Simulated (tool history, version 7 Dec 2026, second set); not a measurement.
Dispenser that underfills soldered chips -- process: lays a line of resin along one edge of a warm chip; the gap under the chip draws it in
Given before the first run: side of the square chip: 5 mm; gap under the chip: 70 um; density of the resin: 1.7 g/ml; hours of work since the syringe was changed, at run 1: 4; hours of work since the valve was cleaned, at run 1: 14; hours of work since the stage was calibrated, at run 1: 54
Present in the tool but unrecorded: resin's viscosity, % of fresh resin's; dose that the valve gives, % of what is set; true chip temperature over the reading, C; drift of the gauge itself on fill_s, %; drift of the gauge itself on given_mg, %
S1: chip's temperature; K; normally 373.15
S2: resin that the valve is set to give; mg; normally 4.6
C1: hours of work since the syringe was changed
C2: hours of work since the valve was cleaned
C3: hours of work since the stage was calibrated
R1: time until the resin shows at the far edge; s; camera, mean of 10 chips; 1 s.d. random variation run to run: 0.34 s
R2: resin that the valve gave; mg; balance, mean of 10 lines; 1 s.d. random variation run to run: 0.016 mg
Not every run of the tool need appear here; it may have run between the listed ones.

run	hour	S1	S2	C1	C2	C3	R1	R2
1	0	373.15	4.6	4	14	54	19	4.57
# hour 3.2: new syringe of resin
2	10.1	373.15	4.6	5	21	61	20.2	4.5
# hour 12.9: new syringe of resin
3	18.7	373.15	4.6	4	27	67	19	4.51
# hour 22.8: new syringe of resin
4	28.2	373.15	5.31	4	33	74	18.6	5.2
# hour 32.4: new syringe of resin
5	34.6	373.15	5.31	2	37	78	17.1	5.19
# hour 41.7: new syringe of resin
6	41.7	373.15	5.31	0	42	83	15.1	5.16
7	47	373.15	5.31	4	46	86	17.7	5.15
# hour 51.4: new syringe of resin
8	52.9	373.15	5.31	1	50	90	16.1	5.13
9	60.2	373.15	5.31	6	55	95	21.2	5.12
# hour 61: new syringe of resin
10	69.6	373.15	5.43	6	61	102	20.6	5.22
# hour 70.5: new syringe of resin
11	76.4	378.15	4.6	4	66	106	16.4	4.4
# hour 79.8: new syringe of resin
12	84.8	378.15	4.6	4	72	112	16	4.35
# hour 89.2: new syringe of resin
13	94.1	373.15	4.6	3	78	118	19	4.38
# hour 98.7: new syringe of resin
14	103.3	373.15	4.6	3	84	125	18.4	4.33
# hour 108.2: new syringe of resin
15	110.2	373.15	4.6	1	89	129	16.6	4.33
# hour 117.5: new syringe of resin
16	118.4	373.15	4.6	1	94	135	16.5	4.32
17	123	373.15	4.6	4	98	138	19	4.3
# hour 126.9: new syringe of resin
18	127.4	373.15	4.6	0	100	141	16.5	4.31
19	135.2	386.15	4.18	6	106	146	14.1	3.92
# hour 136.2: new syringe of resin
20	140.7	370.15	5.73	3	110	150	19.9	5.33
# hour 145.8: new syringe of resin
21	145.8	371.15	4.77	0	113	153	17.1	4.44
22	151.6	384.15	5.03	4	117	158	14	4.66
# hour 155.4: new syringe of resin
23	157.2	365.15	5.25	1	121	161	21.7	4.86
# hour 164.7: new syringe of resin
24	166.1	373.15	4.74	1	127	167	16.6	4.36
# hour 174.5: new syringe of resin
25	174.9	382.15	5.34	0	133	173	11.6	4.91
# hour 177: dispensing valve cleaned and set on the balance
26	183.5	381.15	4.6	6	5	179	16.3	4.61
# hour 185.1: new syringe of resin
27	192.8	382.15	4.34	5	11	185	16.4	4.36
# hour 194.4: new syringe of resin
28	198.8	359.15	5.47	3	15	189	28.3	5.42
# hour 204.2: new syringe of resin
29	204.2	363.15	4.6	0	18	193	22.1	4.57
# hour 213.6: new syringe of resin
30	213.6	375.15	5.36	0	25	199	14.2	5.3
31	221.9	388.15	5.54	6	31	205	13.2	5.43
# hour 223: new syringe of resin
32	227.3	376.15	5.79	3	34	208	16.1	5.71
33	231.2	367.15	4.24	6	37	211	25.5	4.14
# hour 233: new syringe of resin
34	240.9	373.15	4.32	6	44	218	21.3	4.21
# hour 242.7: new syringe of resin
35	247.5	373.15	4.32	3	48	222	19.3	4.24

Pick out some run-to-run changes in R1. Of each, how much would a tool without hidden state show as well, from the settings, what came in and chance, and how much is left for the hidden state and any gauge scatter not in both results compared?
Run 8 -> 9: settings left as they were, no log entry in between. R1 +5.1 s: hidden state +4.5, all else +0.6.
Run 25 -> 26: S1 382.15 -> 381.15, S2 5.34 -> 4.6, dispensing valve cleaned and set on the balance. R1 +4.7 s: hidden state +3.5, all else +1.2.
Run 27 -> 28: S1 382.15 -> 359.15, S2 4.34 -> 5.47, new syringe of resin. R1 +11.9 s: hidden state +0.3, all else +11.6.
Run 29 -> 30: S1 363.15 -> 375.15, S2 4.6 -> 5.36, new syringe of resin. R1 -7.9 s: hidden state -0.7, all else -7.2.
Run 32 -> 33: S1 376.15 -> 367.15, S2 5.79 -> 4.24. R1 +9.4 s: hidden state +4.2, all else +5.2.
